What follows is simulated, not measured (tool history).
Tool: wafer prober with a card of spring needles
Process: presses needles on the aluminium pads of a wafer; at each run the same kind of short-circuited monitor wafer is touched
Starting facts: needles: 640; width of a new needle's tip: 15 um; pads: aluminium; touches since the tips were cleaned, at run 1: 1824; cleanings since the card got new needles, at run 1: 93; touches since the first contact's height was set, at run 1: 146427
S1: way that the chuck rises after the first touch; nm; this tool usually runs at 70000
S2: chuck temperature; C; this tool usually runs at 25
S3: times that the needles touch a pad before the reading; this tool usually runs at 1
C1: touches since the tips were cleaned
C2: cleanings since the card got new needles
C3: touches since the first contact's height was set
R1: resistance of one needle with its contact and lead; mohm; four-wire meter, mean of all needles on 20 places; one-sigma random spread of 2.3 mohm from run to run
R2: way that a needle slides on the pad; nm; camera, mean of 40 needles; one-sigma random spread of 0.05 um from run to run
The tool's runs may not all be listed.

| run | day | S1 | S2 | S3 | C1 | C2 | C3 | R1 | R2 |
|---|---|---|---|---|---|---|---|---|---|
| 1 | 0 | 70000 | 25 | 1 | 1824 | 93 | 146427 | 253 | 11550 |
|  | 0.746 | tips cleaned on abrasive film |
|  | 1.588 | tips cleaned on abrasive film |
| 2 | 2.408 | 70000 | 51 | 1 | 7765 | 95 | 169177 | 263 | 11440 |
|  | 2.525 | tips cleaned on abrasive film |
|  | 3.25 | height of the first contact set anew |
|  | 3.4 | tips cleaned on abrasive film |
|  | 4.367 | tips cleaned on abrasive film |
| 3 | 4.367 | 68000 | 25 | 1 | 0 | 98 | 10528 | 255 | 11130 |
|  | 5.254 | tips cleaned on abrasive film |
|  | 6.129 | tips cleaned on abrasive film |
| 4 | 6.638 | 68000 | 38 | 1 | 4852 | 100 | 31997 | 260 | 11140 |
|  | 7.083 | tips cleaned on abrasive film |
|  | 8.042 | tips cleaned on abrasive film |
| 5 | 8.433 | 70000 | 25 | 1 | 3724 | 102 | 48931 | 253 | 11360 |
|  | 8.971 | tips cleaned on abrasive film |
|  | 9.858 | tips cleaned on abrasive film |
| 6 | 9.888 | 70000 | 25 | 1 | 307 | 104 | 62660 | 257 | 11400 |
|  | 10.738 | tips cleaned on abrasive film |
| 7 | 11.517 | 70000 | 25 | 1 | 7372 | 105 | 78043 | 257 | 11510 |
|  | 11.642 | tips cleaned on abrasive film |
|  | 12.496 | tips cleaned on abrasive film |
| 8 | 13.112 | 80000 | 25 | 1 | 5834 | 107 | 93107 | 253 | 13030 |
|  | 13.479 | tips cleaned on abrasive film |
|  | 14.5 | tips cleaned on abrasive film |
| 9 | 14.671 | 55000 | 25 | 1 | 1635 | 109 | 107816 | 262 | 9000 |
|  | 15.408 | tips cleaned on abrasive film |
|  | 16.267 | tips cleaned on abrasive film |
| 10 | 16.271 | 75000 | 25 | 2 | 51 | 111 | 122900 | 249 | 12340 |
|  | 17.117 | tips cleaned on abrasive film |
|  | 18.012 | tips cleaned on abrasive film |
| 11 | 18.204 | 55000 | 25 | 2 | 1819 | 113 | 141174 | 259 | 9010 |
|  | 18.95 | tips cleaned on abrasive film |
|  | 19.85 | tips cleaned on abrasive film |
| 12 | 19.958 | 72000 | 59 | 2 | 1001 | 115 | 157704 | 266 | 11760 |
|  | 20.683 | tips cleaned on abrasive film |
| 13 | 21.133 | 60000 | 40 | 1 | 4261 | 116 | 168808 | 265 | 9850 |
|  | 21.7 | tips cleaned on abrasive film |
|  | 22.042 | height of the first contact set anew |
|  | 22.567 | tips cleaned on abrasive film |
|  | 23.488 | tips cleaned on abrasive film |
| 14 | 23.758 | 70000 | 32 | 1 | 2573 | 119 | 16222 | 258 | 11560 |
|  | 24.338 | tips cleaned on abrasive film |
|  | 25.279 | tips cleaned on abrasive film |
| 15 | 25.929 | 70000 | 32 | 1 | 6162 | 121 | 36699 | 259 | 11470 |
|  | 26.142 | tips cleaned on abrasive film |
|  | 27.029 | tips cleaned on abrasive film |
|  | 27.958 | tips cleaned on abrasive film |
| 16 | 28.625 | 70000 | 32 | 1 | 6337 | 124 | 62161 | 259 | 11400 |

Alternative continuations, all from the tool just after run 16; predict every row:
|  | 28.933 | tips cleaned on abrasive film |
|  | 29.817 | tips cleaned on abrasive film |
|  | 30.75 | tips cleaned on abrasive film |
| A | 30.933 | 70000 | 83 | 2 | 1733 | 127 | 83925 | ? | ? |
|  | 28.933 | tips cleaned on abrasive film |
|  | 29.817 | tips cleaned on abrasive film |
|  | 30.75 | tips cleaned on abrasive film |
| B | 30.933 | 51000 | 65 | 3 | 1733 | 127 | 83925 | ? | ? |
|  | 28.933 | tips cleaned on abrasive film |
|  | 29.817 | tips cleaned on abrasive film |
|  | 30.75 | tips cleaned on abrasive film |
| C | 30.933 | 80000 | 72 | 1 | 1733 | 127 | 83925 | ? | ? |
|  | 28.933 | tips cleaned on abrasive film |
|  | 29.817 | tips cleaned on abrasive film |
|  | 30.75 | tips cleaned on abrasive film |
| D | 30.933 | 70000 | 100 | 1 | 1733 | 127 | 83925 | ? | ? |

| run | R1 | R2 |
|---|---|---|
| A | 273 | 11440 |
| B | 273 | 8340 |
| C | 268 | 13100 |
| D | 274 | 11350 |
Had the tool no hidden state, the same runs would have come out as:
| run | R1 | R2 |
|---|---|---|
| A | 272 | 11440 |
| B | 273 | 8350 |
| C | 267 | 13100 |
| D | 274 | 11350 |
